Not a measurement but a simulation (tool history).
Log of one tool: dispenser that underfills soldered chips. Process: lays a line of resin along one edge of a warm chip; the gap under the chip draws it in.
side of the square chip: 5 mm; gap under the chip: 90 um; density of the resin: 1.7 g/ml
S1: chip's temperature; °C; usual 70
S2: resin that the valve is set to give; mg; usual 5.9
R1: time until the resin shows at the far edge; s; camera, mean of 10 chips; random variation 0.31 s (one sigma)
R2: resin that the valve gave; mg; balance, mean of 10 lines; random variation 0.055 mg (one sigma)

Run 1, day 0: usual settings. Result: R1 8.5 s, R2 5.13 mg.
Run 2, day 0.088: usual settings. Result: R1 8.8 s, R2 5.14 mg.
At day 0.208: new syringe of resin.
Run 3, day 0.242: usual settings. Result: R1 7.7 s, R2 5.22 mg.
Run 4, day 0.362: usual settings but S1 80 °C. Result: R1 5.8 s, R2 5.1 mg.
Run 5, day 0.488: usual settings but S1 80 °C. Result: R1 6.5 s, R2 5.09 mg.
At day 0.558: new syringe of resin.
Run 6, day 0.675: usual settings. Result: R1 7.7 s, R2 5.08 mg.
Run 7, day 0.838: usual settings. Result: R1 9.5 s, R2 5.14 mg.
At day 0.896: new syringe of resin.
Run 8, day 1.038: usual settings. Result: R1 8.4 s, R2 5.15 mg.
Run 9, day 1.221: usual settings but S2 6.35 mg. Result: R1 9.5 s, R2 5.45 mg.
At day 1.25: new syringe of resin.
At day 1.442: dispensing valve cleaned and set on the balance.
Run 10, day 1.446: usual settings but S2 6.35 mg. Result: R1 8.6 s, R2 6.48 mg.
Run 11, day 1.529: usual settings but S2 6.35 mg. Result: R1 8.8 s, R2 6.27 mg.
At day 1.638: new syringe of resin.
Run 12, day 1.654: usual settings. Result: R1 6.5 s, R2 5.87 mg.
Run 13, day 1.738: usual settings. Result: R1 8.4 s, R2 5.85 mg.
Run 14, day 1.917: usual settings but S1 61 °C. Result: R1 13.6 s, R2 5.9 mg.
At day 1.983: new syringe of resin.
Run 15, day 2.075: usual settings but S1 61 °C. Result: R1 12.3 s, R2 5.89 mg.
Run 16, day 2.183: usual settings but S1 61 °C. Result: R1 12.5 s, R2 5.86 mg.
At day 2.325: new syringe of resin.
Run 17, day 2.388: usual settings but S1 61 °C. Result: R1 12.1 s, R2 5.86 mg.
Run 18, day 2.546: usual settings but S1 61 °C. Result: R1 13.7 s, R2 5.8 mg.
At day 2.671: new syringe of resin.
Run 19, day 2.738: usual settings but S1 61 °C. Result: R1 12 s, R2 5.75 mg.
Run 20, day 2.862: usual settings but S1 73 °C, S2 5.68 mg. Result: R1 7.4 s, R2 5.53 mg.
At day 3.017: new syringe of resin.
Run 21, day 3.071: usual settings but S1 77 °C, S2 7.36 mg. Result: R1 5.6 s, R2 7.16 mg.
Run 22, day 3.183: usual settings but S1 84 °C, S2 5.87 mg. Result: R1 5.2 s, R2 5.73 mg.
Run 23, day 3.325: usual settings but S1 67 °C, S2 5.75 mg. Result: R1 10.5 s, R2 5.61 mg.
At day 3.358: new syringe of resin.
Run 24, day 3.475: usual settings but S1 59 °C, S2 7.51 mg. Result: R1 13.7 s, R2 7.27 mg.
Run 25, day 3.6: usual settings but S1 59 °C, S2 7.51 mg. Result: R1 14.5 s, R2 7.26 mg.
At day 3.7: new syringe of resin.
Run 26, day 3.796: usual settings but S1 59 °C, S2 7.51 mg. Result: R1 13.1 s, R2 7.19 mg.
Run 27, day 3.879: usual settings but S1 71 °C, S2 6.81 mg. Result: R1 8.2 s, R2 6.54 mg.
At day 4.038: new syringe of resin.
Run 28, day 4.062: usual settings but S1 71 °C, S2 5.32 mg. Result: R1 7.6 s, R2 5.16 mg.
Run 29, day 4.183: usual settings but S1 74 °C, S2 6.05 mg. Result: R1 6.9 s, R2 5.81 mg.
Run 30, day 4.312: usual settings but S1 74 °C, S2 6.05 mg. Result: R1 7.2 s, R2 5.72 mg.
At day 4.379: new syringe of resin.
Run 31, day 4.433: usual settings but S1 74 °C, S2 6.05 mg. Result: R1 6.5 s, R2 5.76 mg.
Run 32, day 4.562: usual settings but S1 64 °C, S2 7.23 mg. Result: R1 11.5 s, R2 6.96 mg.
Run 33, day 4.688: usual settings but S1 64 °C, S2 7.23 mg. Result: R1 11.7 s, R2 6.9 mg.
At day 4.729: new syringe of resin.
Run 34, day 4.846: usual settings but S1 81 °C. Result: R1 5.3 s, R2 5.5 mg.
Run 35, day 4.996: usual settings but S1 62 °C, S2 7.04 mg. Result: R1 13.9 s, R2 6.65 mg.

Forecast each of these 3 alternatives for the next run:
At day 5.079: new syringe of resin.
Run A, day 5.162: usual settings but S1 66 °C, S2 6.37 mg. Result: R1 ?, R2 ?.
At day 5.079: new syringe of resin.
Run B, day 5.162: usual settings but S2 6.04 mg. Result: R1 ?, R2 ?.
At day 5.079: new syringe of resin.
Run C, day 5.162: usual settings but S1 67 °C, S2 7.04 mg. Result: R1 ?, R2 ?.

run   R1    R2
  A  9.3  5.91
  B  8.2   5.7
  C  8.7  6.65
Without the tool's hidden state the same runs would have given:
run   R1    R2
  A  8.6   6.3
  B  7.6  6.07
  C  8.1  7.08

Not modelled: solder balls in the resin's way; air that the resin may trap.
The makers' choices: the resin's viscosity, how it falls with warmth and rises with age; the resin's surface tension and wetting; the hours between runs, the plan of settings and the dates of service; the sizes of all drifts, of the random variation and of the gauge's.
